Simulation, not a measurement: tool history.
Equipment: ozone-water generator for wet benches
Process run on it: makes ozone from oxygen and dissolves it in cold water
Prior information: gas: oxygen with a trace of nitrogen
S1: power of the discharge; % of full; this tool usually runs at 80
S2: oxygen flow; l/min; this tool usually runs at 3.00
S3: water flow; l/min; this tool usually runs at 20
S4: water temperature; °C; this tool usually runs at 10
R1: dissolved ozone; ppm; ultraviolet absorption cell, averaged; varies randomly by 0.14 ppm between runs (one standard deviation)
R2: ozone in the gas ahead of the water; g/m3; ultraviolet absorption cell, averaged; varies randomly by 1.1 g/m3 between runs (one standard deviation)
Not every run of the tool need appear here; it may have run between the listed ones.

{"run": 1, "hour": 0.0, "S1": 80, "S2": 3.0, "S3": 20, "S4": 10, "R1": 15.2, "R2": 198.3}
{"run": 2, "hour": 23.4, "S1": 80, "S2": 3.0, "S3": 20, "S4": 10, "R1": 14.9, "R2": 199.3}
{"run": 3, "hour": 56.3, "S1": 80, "S2": 3.0, "S3": 20, "S4": 10, "R1": 15.1, "R2": 200.2}
{"run": 4, "hour": 83.2, "S1": 80, "S2": 3.0, "S3": 20, "S4": 10, "R1": 14.7, "R2": 197.2}
{"run": 5, "hour": 102.8, "S1": 80, "S2": 3.0, "S3": 20, "S4": 16, "R1": 14.0, "R2": 197.3}
{"run": 6, "hour": 144.6, "S1": 80, "S2": 3.0, "S3": 20, "S4": 6, "R1": 15.3, "R2": 200.3}
{"run": 7, "hour": 185.4, "S1": 80, "S2": 3.0, "S3": 20, "S4": 10, "R1": 14.9, "R2": 198.1}
{"hour": 192.2, "done": "contactor cleaned"}
{"run": 8, "hour": 210.9, "S1": 80, "S2": 3.0, "S3": 20, "S4": 10, "R1": 14.7, "R2": 197.3}
{"run": 9, "hour": 248.1, "S1": 80, "S2": 3.0, "S3": 13, "S4": 10, "R1": 23.3, "R2": 197.6}
{"run": 10, "hour": 281.3, "S1": 80, "S2": 3.0, "S3": 20, "S4": 10, "R1": 14.6, "R2": 196.6}
{"run": 11, "hour": 314.8, "S1": 80, "S2": 3.0, "S3": 23, "S4": 10, "R1": 12.3, "R2": 197.0}
{"run": 12, "hour": 350.3, "S1": 80, "S2": 3.0, "S3": 23, "S4": 6, "R1": 12.9, "R2": 197.4}
{"hour": 356.9, "done": "contactor cleaned, once more"}
{"run": 13, "hour": 379.9, "S1": 52, "S2": 3.61, "S3": 20, "S4": 11, "R1": 12.3, "R2": 140.9}
{"run": 14, "hour": 411.1, "S1": 81, "S2": 4.05, "S3": 24, "S4": 11, "R1": 13.0, "R2": 167.4}
{"run": 15, "hour": 445.5, "S1": 54, "S2": 3.0, "S3": 20, "S4": 10, "R1": 12.2, "R2": 158.7}
{"run": 16, "hour": 486.4, "S1": 79, "S2": 2.17, "S3": 13, "S4": 5, "R1": 24.3, "R2": 235.2}
{"run": 17, "hour": 528.2, "S1": 100, "S2": 3.0, "S3": 20, "S4": 6, "R1": 18.0, "R2": 220.9}
{"run": 18, "hour": 564.5, "S1": 47, "S2": 1.8, "S3": 13, "S4": 8, "R1": 16.9, "R2": 194.8}
{"run": 19, "hour": 596.2, "S1": 49, "S2": 4.61, "S3": 14, "S4": 10, "R1": 17.1, "R2": 116.5}
{"run": 20, "hour": 635.2, "S1": 49, "S2": 1.59, "S3": 14, "S4": 16, "R1": 14.9, "R2": 216.5}

Run 21 is up next; what results do you expect?
{"run": 21, "hour": 674.2, "S1": 49, "S2": 1.59, "S3": 14, "S4": 16, "R1": "?", "R2": "?"}

Run 21 yielded R1 14.9 ppm, R2 215.6 g/m3.
With the hidden condition absent and the run-to-run variation left alone, this run would have shown R1 15.4 ppm, R2 220.4 g/m3.
